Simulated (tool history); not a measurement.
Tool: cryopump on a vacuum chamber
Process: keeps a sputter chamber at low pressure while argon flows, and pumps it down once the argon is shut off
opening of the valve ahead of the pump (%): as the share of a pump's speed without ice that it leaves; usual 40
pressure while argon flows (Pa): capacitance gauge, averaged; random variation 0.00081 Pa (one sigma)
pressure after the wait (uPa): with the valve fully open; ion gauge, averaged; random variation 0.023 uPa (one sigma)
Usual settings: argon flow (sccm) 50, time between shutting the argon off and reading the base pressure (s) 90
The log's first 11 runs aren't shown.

run,hour,argon flow (sccm),time between shutting the argon off and reading the base pressure (s),opening of the valve ahead of the pump (%),pressure while argon flows (Pa),pressure after the wait (uPa)
12,702.3,50,82,40,0.1787,1.83
13,765.3,50,82,40,0.1810,1.92
14,811.3,50,82,40,0.1840,1.99
15,850.6,50,82,40,0.1842,2.06
16,929.8,50,82,40,0.1868,2.16
# hour 975.9: pump warmed up, emptied and cooled again
17,995.5,50,82,40,0.1611,1.79
18,1042.7,50,90,24,0.2711,1.80
19,1089.5,84,90,16,0.6809,1.82
20,1168.9,50,233,40,0.1653,1.56
21,1230.7,31,39,47,0.0882,2.73
22,1298.4,31,39,47,0.0894,2.82
23,1374.4,31,120,58,0.0746,2.00
24,1458.1,24,24,41,0.0808,3.84
25,1519.1,24,24,41,0.0816,3.88
26,1609.7,24,24,41,0.0830,4.02
27,1702.7,85,90,44,0.2785,2.55
28,1747.2,50,83,40,0.1795,2.75
29,1795.4,50,25,33,0.2140,4.16
30,1871.9,50,25,33,0.2170,4.39
31,1923.4,50,72,28,0.2525,3.19
32,2006.8,50,136,40,0.1884,2.92
# hour 2031.2: pump warmed up, emptied and cooled again
33,2096.8,50,137,22,0.2949,2.21

5 ways to go on from here, each from the tool as it stands after run 33. What would each give?
A,2180.4,21,22,45,?,?
B,2180.4,59,251,38,?,?
C,2180.4,49,29,50,?,?
D,2180.4,25,55,57,?,?
E,2180.4,20,39,52,?,?

run,pressure while argon flows (Pa),pressure after the wait (uPa)
A,0.0620,4.43
B,0.2032,2.33
C,0.1291,3.77
D,0.0583,2.98
E,0.0507,3.37
Without the tool's hidden state the same runs would have given:
run,pressure while argon flows (Pa),pressure after the wait (uPa)
A,0.0604,2.60
B,0.1989,0.46
C,0.1256,1.98
D,0.0565,1.19
E,0.0492,1.56

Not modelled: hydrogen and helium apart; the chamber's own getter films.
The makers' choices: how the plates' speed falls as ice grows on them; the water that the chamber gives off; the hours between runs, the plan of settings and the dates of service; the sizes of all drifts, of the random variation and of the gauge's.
